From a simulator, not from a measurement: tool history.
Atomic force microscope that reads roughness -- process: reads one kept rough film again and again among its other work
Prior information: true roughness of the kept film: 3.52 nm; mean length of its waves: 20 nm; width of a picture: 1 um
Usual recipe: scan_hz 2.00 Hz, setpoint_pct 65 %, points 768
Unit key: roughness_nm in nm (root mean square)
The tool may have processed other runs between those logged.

Run 1, hour 0.0: usual settings. Result: roughness_nm 2.726 nm (root mean square).
Run 2, hour 34.8: usual settings. Result: roughness_nm 2.708 nm (root mean square).
At hour 45.1: new tip fitted.
Run 3, hour 71.7: usual settings. Result: roughness_nm 2.730 nm (root mean square).
Run 4, hour 104.7: usual settings. Result: roughness_nm 2.712 nm (root mean square).
Run 5, hour 135.3: usual settings. Result: roughness_nm 2.705 nm (root mean square).
Run 6, hour 167.9: usual settings. Result: roughness_nm 2.727 nm (root mean square).
At hour 176.2: new tip fitted.
Run 7, hour 198.5: usual settings. Result: roughness_nm 2.723 nm (root mean square).
Run 8, hour 231.3: usual settings. Result: roughness_nm 2.736 nm (root mean square).
Run 9, hour 270.5: usual settings. Result: roughness_nm 2.733 nm (root mean square).
Run 10, hour 302.3: usual settings but setpoint_pct 59 %. Result: roughness_nm 2.772 nm (root mean square).
At hour 307.7: new tip fitted.
Run 11, hour 354.8: usual settings but setpoint_pct 59 %. Result: roughness_nm 2.788 nm (root mean square).
Run 12, hour 406.0: usual settings but scan_hz 3.34 Hz, setpoint_pct 59 %. Result: roughness_nm 2.666 nm (root mean square).
At hour 439.8: new tip fitted.
Run 13, hour 445.7: usual settings but setpoint_pct 61 %. Result: roughness_nm 2.758 nm (root mean square).
Run 14, hour 472.9: usual settings but points 542. Result: roughness_nm 2.723 nm (root mean square).
Run 15, hour 525.5: usual settings but points 542. Result: roughness_nm 2.717 nm (root mean square).
Run 16, hour 564.0: usual settings but setpoint_pct 82 %, points 651. Result: roughness_nm 2.389 nm (root mean square).
At hour 571.9: new tip fitted.
Run 17, hour 611.9: usual settings but scan_hz 0.73 Hz, setpoint_pct 63 %, points 577. Result: roughness_nm 2.893 nm (root mean square).
Run 18, hour 642.4: usual settings but scan_hz 3.65 Hz, setpoint_pct 70 %, points 579. Result: roughness_nm 2.404 nm (root mean square).
Run 19, hour 684.4: usual settings but scan_hz 3.65 Hz, setpoint_pct 70 %, points 579. Result: roughness_nm 2.405 nm (root mean square).
At hour 704.2: new tip fitted.
Run 20, hour 714.5: usual settings but scan_hz 3.65 Hz, setpoint_pct 70 %, points 579. Result: roughness_nm 2.423 nm (root mean square).
Run 21, hour 746.8: usual settings but scan_hz 0.54 Hz, setpoint_pct 70 %, points 278. Result: roughness_nm 2.820 nm (root mean square).
Run 22, hour 779.1: usual settings but scan_hz 0.54 Hz, setpoint_pct 70 %, points 278. Result: roughness_nm 2.778 nm (root mean square).
Run 23, hour 808.6: usual settings but scan_hz 0.54 Hz, setpoint_pct 70 %, points 278. Result: roughness_nm 2.790 nm (root mean square).
At hour 836.0: new tip fitted.
Run 24, hour 852.6: usual settings but scan_hz 0.56 Hz, setpoint_pct 86 %, points 257. Result: roughness_nm 2.668 nm (root mean square).
Run 25, hour 897.7: usual settings but scan_hz 1.77 Hz, setpoint_pct 55 %, points 257. Result: roughness_nm 2.758 nm (root mean square).
At hour 916.1: height scale calibrated on a step standard.
Run 26, hour 944.7: usual settings but scan_hz 2.44 Hz, setpoint_pct 88 %. Result: roughness_nm 2.134 nm (root mean square).
At hour 967.9: new tip fitted.
Run 27, hour 992.2: usual settings but scan_hz 2.44 Hz, setpoint_pct 88 %. Result: roughness_nm 2.150 nm (root mean square).
Run 28, hour 1037.7: usual settings but scan_hz 2.44 Hz, setpoint_pct 88 %. Result: roughness_nm 2.143 nm (root mean square).
Run 29, hour 1069.2: usual settings but setpoint_pct 69 %. Result: roughness_nm 2.648 nm (root mean square).

5 options for the next run, each taken on its own from the tool as it stands now. Forecast them:
At hour 1102.1: new tip fitted.
Run A, hour 1112.3: usual settings but scan_hz 0.64 Hz, setpoint_pct 64 %. Result: roughness_nm ?.
At hour 1102.1: new tip fitted.
Run B, hour 1112.3: usual settings but scan_hz 1.21 Hz, setpoint_pct 74 %, points 980. Result: roughness_nm ?.
At hour 1102.1: new tip fitted.
Run C, hour 1112.3: usual settings but scan_hz 1.99 Hz, setpoint_pct 66 %. Result: roughness_nm ?.
At hour 1102.1: new tip fitted.
Run D, hour 1112.3: usual settings but scan_hz 0.54 Hz, setpoint_pct 58 %, points 508. Result: roughness_nm ?.
At hour 1102.1: new tip fitted.
Run E, hour 1112.3: usual settings but setpoint_pct 64 %. Result: roughness_nm ?.

run  roughness_nm
  A         2.886
  B         2.728
  C         2.711
  D         2.928
  E         2.769
Without the tool's unlogged condition, the same runs would have read:
run  roughness_nm
  A         2.888
  B         2.730
  C         2.713
  D         2.930
  E         2.770
